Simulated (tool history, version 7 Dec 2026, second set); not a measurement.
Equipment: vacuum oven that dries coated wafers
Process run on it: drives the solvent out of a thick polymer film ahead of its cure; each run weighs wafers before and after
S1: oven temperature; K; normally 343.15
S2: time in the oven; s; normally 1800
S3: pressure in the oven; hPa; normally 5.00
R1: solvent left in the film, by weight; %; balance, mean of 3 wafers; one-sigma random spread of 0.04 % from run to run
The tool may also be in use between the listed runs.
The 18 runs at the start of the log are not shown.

run	hour	S1	S2	S3	R1
19	537.0	332.15	1320	11.79	5.98
20	558.4	343.15	2580	5.00	0.69
21	589.0	343.15	1800	15.96	2.31
22	621.2	335.15	1440	8.98	4.34
23	641.4	338.15	1320	5.00	3.22
24	664.7	330.15	1020	5.00	6.91
25	684.4	338.15	2160	4.65	1.58
26	728.7	336.15	900	4.57	5.40
27	748.0	352.15	1020	11.74	1.40
28	781.4	350.15	1020	3.00	1.05
29	812.3	343.15	900	5.00	3.31
30	838.1	343.15	900	5.00	3.22
31	877.2	343.15	1800	5.89	1.26
32	899.8	343.15	1080	4.74	2.60
33	936.1	343.15	2160	3.91	0.83
34	981.0	343.15	960	10.61	3.43

Run 35 has not been measured yet. What should we expect?
35	1001.5	330.15	1020	14.00	?

Logged for run 35: R1 7.78 %.
The same run, on a tool lacking any hidden state, would have yielded R1 7.78 %.
